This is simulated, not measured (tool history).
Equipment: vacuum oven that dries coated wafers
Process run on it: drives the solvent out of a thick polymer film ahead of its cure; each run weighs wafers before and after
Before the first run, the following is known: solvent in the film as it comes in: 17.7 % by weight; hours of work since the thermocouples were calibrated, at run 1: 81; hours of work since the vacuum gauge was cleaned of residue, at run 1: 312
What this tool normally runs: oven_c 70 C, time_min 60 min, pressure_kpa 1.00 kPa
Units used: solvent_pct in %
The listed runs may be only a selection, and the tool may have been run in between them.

| run | hour | oven_c | time_min | pressure_kpa | hours of work since the thermocouples were calibrated | hours of work since the vacuum gauge was cleaned of residue | solvent_pct |
|---|---|---|---|---|---|---|---|
| 1 | 0.0 | 70 | 60 | 1.00 | 81 | 312 | 2.69 |
| 2 | 23.4 | 70 | 38 | 1.00 | 92 | 323 | 4.89 |
| 3 | 38.3 | 70 | 38 | 1.00 | 99 | 330 | 4.83 |
| 4 | 63.8 | 70 | 38 | 1.00 | 111 | 342 | 4.87 |
| 5 | 82.8 | 70 | 38 | 1.00 | 120 | 351 | 4.90 |
| 6 | 102.5 | 70 | 36 | 1.00 | 129 | 360 | 5.18 |
| 7 | 126.9 | 75 | 60 | 1.00 | 141 | 372 | 1.44 |
| 8 | 143.2 | 84 | 60 | 1.00 | 148 | 380 | 0.40 |
| 9 | 160.0 | 58 | 60 | 1.00 | 156 | 388 | 6.87 |
| 10 | 174.5 | 58 | 60 | 1.00 | 163 | 394 | 6.86 |
| 11 | 197.8 | 70 | 60 | 3.33 | 174 | 405 | 3.28 |
| 12 | 213.9 | 70 | 60 | 0.75 | 182 | 413 | 2.61 |
| 13 | 233.7 | 70 | 60 | 0.75 | 191 | 422 | 2.58 |
| 14 | 244.6 | 70 | 60 | 0.75 | 196 | 428 | 2.62 |
| 15 | 270.2 | 81 | 38 | 1.81 | 209 | 440 | 1.78 |
| 16 | 287.7 | 65 | 38 | 1.26 | 217 | 448 | 6.68 |
| 17 | 308.0 | 67 | 92 | 3.33 | 226 | 458 | 2.58 |

Expected results for the next run?
| 18 | 329.3 | 70 | 44 | 2.19 | 237 | 468 | ? |

{"run 18": {"solvent_pct": 4.39}}
The same run, on a tool lacking any hidden state, would have yielded solvent_pct 4.27 %.
